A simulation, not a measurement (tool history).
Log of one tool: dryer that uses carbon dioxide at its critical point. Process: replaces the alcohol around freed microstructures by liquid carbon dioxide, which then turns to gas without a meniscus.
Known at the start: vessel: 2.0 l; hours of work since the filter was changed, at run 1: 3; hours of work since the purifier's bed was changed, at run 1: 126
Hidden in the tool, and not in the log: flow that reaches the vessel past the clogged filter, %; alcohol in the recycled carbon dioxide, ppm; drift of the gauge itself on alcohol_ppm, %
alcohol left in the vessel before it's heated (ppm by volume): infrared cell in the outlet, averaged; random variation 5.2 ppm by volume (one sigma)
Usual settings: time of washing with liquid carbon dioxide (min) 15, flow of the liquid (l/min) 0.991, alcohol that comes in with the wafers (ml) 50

| run | hour | time of washing with liquid carbon dioxide (min) | flow of the liquid (l/min) | alcohol that comes in with the wafers (ml) | hours of work since the filter was changed | hours of work since the purifier's bed was changed | alcohol left in the vessel before it's heated (ppm by volume) |
|---|---|---|---|---|---|---|---|
| 1 | 0.0 | 15 | 0.991 | 50 | 3 | 126 | 137 |
| 2 | 14.2 | 15 | 0.991 | 50 | 11 | 133 | 136 |
| 3 | 36.5 | 15 | 0.991 | 50 | 23 | 145 | 146 |
| 4 | 57.2 | 17 | 0.991 | 50 | 33 | 156 | 83 |
| 5 | 71.4 | 15 | 0.868 | 50 | 41 | 163 | 268 |
| 6 | 96.5 | 15 | 0.991 | 50 | 54 | 176 | 175 |
| 7 | 115.5 | 15 | 0.991 | 50 | 64 | 186 | 177 |
| 8 | 131.3 | 15 | 0.991 | 50 | 72 | 195 | 168 |
| 9 | 157.3 | 15 | 0.991 | 50 | 86 | 208 | 201 |
| 10 | 180.3 | 15 | 0.729 | 50 | 98 | 220 | 679 |
| 11 | 206.2 | 15 | 0.729 | 50 | 112 | 234 | 695 |
| 12 | 217.3 | 15 | 0.729 | 50 | 118 | 240 | 711 |
| 13 | 231.2 | 15 | 0.729 | 50 | 125 | 247 | 729 |
| 14 | 256.5 | 15 | 0.729 | 50 | 138 | 261 | 761 |
| 15 | 273.6 | 15 | 0.729 | 50 | 147 | 270 | 814 |

Run 16 comes next. What will it give?
|  | 285.2 | inlet filter changed |
| 16 | 292.0 | 15 | 0.991 | 50 | 4 | 279 | ? |

alcohol left in the vessel before it's heated (ppm by volume): 157
Without the tool's hidden state the same run would have given alcohol left in the vessel before it's heated (ppm by volume) 106.
